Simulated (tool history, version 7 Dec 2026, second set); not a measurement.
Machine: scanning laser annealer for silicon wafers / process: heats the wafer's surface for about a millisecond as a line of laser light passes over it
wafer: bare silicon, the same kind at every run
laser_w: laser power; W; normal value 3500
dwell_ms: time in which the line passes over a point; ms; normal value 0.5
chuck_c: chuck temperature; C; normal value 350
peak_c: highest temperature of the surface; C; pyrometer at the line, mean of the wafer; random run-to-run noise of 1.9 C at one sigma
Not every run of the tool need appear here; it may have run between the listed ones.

run 1 hour=0 | laser_w=3500 dwell_ms=0.5 chuck_c=350 | peak_c=1095
run 2 hour=64.2 | laser_w=3500 dwell_ms=0.5 chuck_c=312 | peak_c=1059
run 3 hour=95.8 | laser_w=3500 dwell_ms=0.5 chuck_c=312 | peak_c=1057
run 4 hour=164 | laser_w=3500 dwell_ms=0.5 chuck_c=338 | peak_c=1081
run 5 hour=230.6 | laser_w=3500 dwell_ms=0.571 chuck_c=350 | peak_c=1137
run 6 hour=282.9 | laser_w=3500 dwell_ms=0.571 chuck_c=350 | peak_c=1141
run 7 hour=339.3 | laser_w=3500 dwell_ms=0.5 chuck_c=350 | peak_c=1096
run 8 hour=396.9 | laser_w=3500 dwell_ms=0.5 chuck_c=385 | peak_c=1129
run 9 hour=444.9 | laser_w=3500 dwell_ms=0.5 chuck_c=385 | peak_c=1130
run 10 hour=498.2 | laser_w=3500 dwell_ms=0.5 chuck_c=388 | peak_c=1130
run 11 hour=554.2 | laser_w=3500 dwell_ms=0.5 chuck_c=388 | peak_c=1131
run 12 hour=622.7 | laser_w=3500 dwell_ms=0.5 chuck_c=350 | peak_c=1098
run 13 hour=657.6 | laser_w=3500 dwell_ms=0.404 chuck_c=350 | peak_c=1032
run 14 hour=699.3 | laser_w=3500 dwell_ms=0.5 chuck_c=350 | peak_c=1095
run 15 hour=728.5 | laser_w=3500 dwell_ms=0.5 chuck_c=350 | peak_c=1091
run 16 hour=781.9 | laser_w=3500 dwell_ms=0.361 chuck_c=350 | peak_c=995
run 17 hour=834.5 | laser_w=3500 dwell_ms=0.5 chuck_c=350 | peak_c=1093
run 18 hour=894.4 | laser_w=3500 dwell_ms=0.5 chuck_c=355 | peak_c=1104
run 19 hour=956.7 | laser_w=3500 dwell_ms=0.5 chuck_c=355 | peak_c=1097
run 20 hour=1006.3 | laser_w=3500 dwell_ms=0.5 chuck_c=355 | peak_c=1099
run 21 hour=1049.6 | laser_w=3500 dwell_ms=0.5 chuck_c=355 | peak_c=1098
run 22 hour=1097.1 | laser_w=3647 dwell_ms=0.414 chuck_c=350 | peak_c=1070
run 23 hour=1149 | laser_w=3500 dwell_ms=0.616 chuck_c=326 | peak_c=1141
run 24 hour=1216.6 | laser_w=3779 dwell_ms=0.5 chuck_c=380 | peak_c=1191
run 25 hour=1264.7 | laser_w=3779 dwell_ms=0.5 chuck_c=380 | peak_c=1195
run 26 hour=1328.8 | laser_w=3596 dwell_ms=0.465 chuck_c=350 | peak_c=1095
run 27 hour=1365.6 | laser_w=3010 dwell_ms=0.468 chuck_c=335 | peak_c=941
run 28 hour=1408.3 | laser_w=3267 dwell_ms=0.554 chuck_c=382 | peak_c=1103
run 29 hour=1454.5 | laser_w=3347 dwell_ms=0.5 chuck_c=347 | peak_c=1056
run 30 hour=1507.8 | laser_w=3211 dwell_ms=0.5 chuck_c=344 | peak_c=1020
run 31 hour=1552.1 | laser_w=3500 dwell_ms=0.585 chuck_c=350 | peak_c=1148
run 32 hour=1598 | laser_w=3500 dwell_ms=0.585 chuck_c=350 | peak_c=1146
run 33 hour=1640.3 | laser_w=3651 dwell_ms=0.61 chuck_c=350 | peak_c=1203
run 34 hour=1670.2 | laser_w=3839 dwell_ms=0.462 chuck_c=346 | peak_c=1145
run 35 hour=1723.1 | laser_w=3716 dwell_ms=0.531 chuck_c=346 | peak_c=1165
run 36 hour=1789.5 | laser_w=3386 dwell_ms=0.583 chuck_c=360 | peak_c=1133
run 37 hour=1828.8 | laser_w=3116 dwell_ms=0.5 chuck_c=324 | peak_c=979
run 38 hour=1883.9 | laser_w=3500 dwell_ms=0.5 chuck_c=330 | peak_c=1079
run 39 hour=1947.9 | laser_w=3707 dwell_ms=0.5 chuck_c=330 | peak_c=1127
run 40 hour=1993.8 | laser_w=3339 dwell_ms=0.424 chuck_c=315 | peak_c=975

Between the runs listed above, the log contained 3 entries, not reproduced here. Where in the sequence does each belong, and how does what the log doesn't record of the tool's condition differ from the listed run before to the listed run after?
Logged between run 11 and run 12: window over the wafer cleaned (hour 564.4)
  light that passes the window, % of a clean one's: 99.81 -> 99.99; width of the line over the set one, %: 0.05 -> 0.06
Logged between run 25 and run 26: optics aligned, line set to its width (hour 1292.7)
  light that passes the window, % of a clean one's: 99.88 -> 99.87; width of the line over the set one, %: 0.07 -> 0.01
Logged between run 34 and run 35: window over the wafer cleaned (hour 1710.4)
  light that passes the window, % of a clean one's: 99.81 -> 100

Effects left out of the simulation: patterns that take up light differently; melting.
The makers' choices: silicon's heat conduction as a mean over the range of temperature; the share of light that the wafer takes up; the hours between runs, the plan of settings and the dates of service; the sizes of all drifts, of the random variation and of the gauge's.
